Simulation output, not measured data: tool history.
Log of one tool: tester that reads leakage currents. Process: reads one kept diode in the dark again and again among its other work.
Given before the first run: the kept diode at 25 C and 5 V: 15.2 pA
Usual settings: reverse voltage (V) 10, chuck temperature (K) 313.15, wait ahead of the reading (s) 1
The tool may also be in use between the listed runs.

| run | hour | reverse voltage (V) | chuck temperature (K) | wait ahead of the reading (s) | current that the tester gives (pA) |
|---|---|---|---|---|---|
| 1 | 0 | 10 | 313.15 | 1 | 83.81 |
| 2 | 81.4 | 10.9 | 313.15 | 1 | 87.95 |
| 3 | 177.6 | 10 | 313.15 | 1 | 86.24 |
| 4 | 287.3 | 10 | 313.15 | 0.33 | 91.2 |
| 5 | 371 | 10 | 313.15 | 0.33 | 92.4 |
| 6 | 475.7 | 10 | 313.15 | 0.33 | 93.38 |
| 7 | 553.5 | 10 | 313.15 | 1 | 91.2 |
| 8 | 637.2 | 10 | 313.15 | 1 | 92.09 |
| 9 | 713.5 | 3 | 313.15 | 1 | 57.89 |
| 10 | 806 | 3 | 313.15 | 1 | 58.09 |
| 11 | 857.5 | 3 | 313.15 | 1 | 58.99 |
| 12 | 958.9 | 7.8 | 313.15 | 0.65 | 87.85 |
| 13 | 1063.7 | 1 | 315.15 | 0.65 | 46.87 |
|  | 1075.9 | probe card cleaned and baked |
| 14 | 1153.3 | 10 | 298.15 | 5.84 | 24.06 |
|  | 1258.3 | chuck's temperature calibrated |
| 15 | 1258.3 | 10 | 298.15 | 5.84 | 20.29 |
| 16 | 1307 | 2.6 | 305.15 | 1.18 | 23.88 |
| 17 | 1417.8 | 2.6 | 305.15 | 1.18 | 24.27 |
| 18 | 1487.4 | 2.5 | 331.15 | 1 | 219.81 |
| 19 | 1557.4 | 2.2 | 331.15 | 1 | 210.54 |

Below, some changes in current that the tester gives (pA) between adjacent runs. For each, the amount present without the hidden state too (settings, incoming material, random variation) and the amount remaining for the hidden state with gauge scatter not shared by both compared results:
Hidden state present: stray current of the dirty probe card, pA a volt; current scale over the true one, %; true chuck temperature over the reading, C; drift of the gauge itself on leakage_pa, %.
Run 12 -> 13: reverse voltage (V) 7.8 -> 1, chuck temperature (K) 313.15 -> 315.15. current that the tester gives (pA) -40.98: hidden state -6.31, all else -34.67.
Run 17 -> 18: reverse voltage (V) 2.6 -> 2.5, chuck temperature (K) 305.15 -> 331.15, wait ahead of the reading (s) 1.18 -> 1. current that the tester gives (pA) +195.54: hidden state +5.07, all else +190.47.
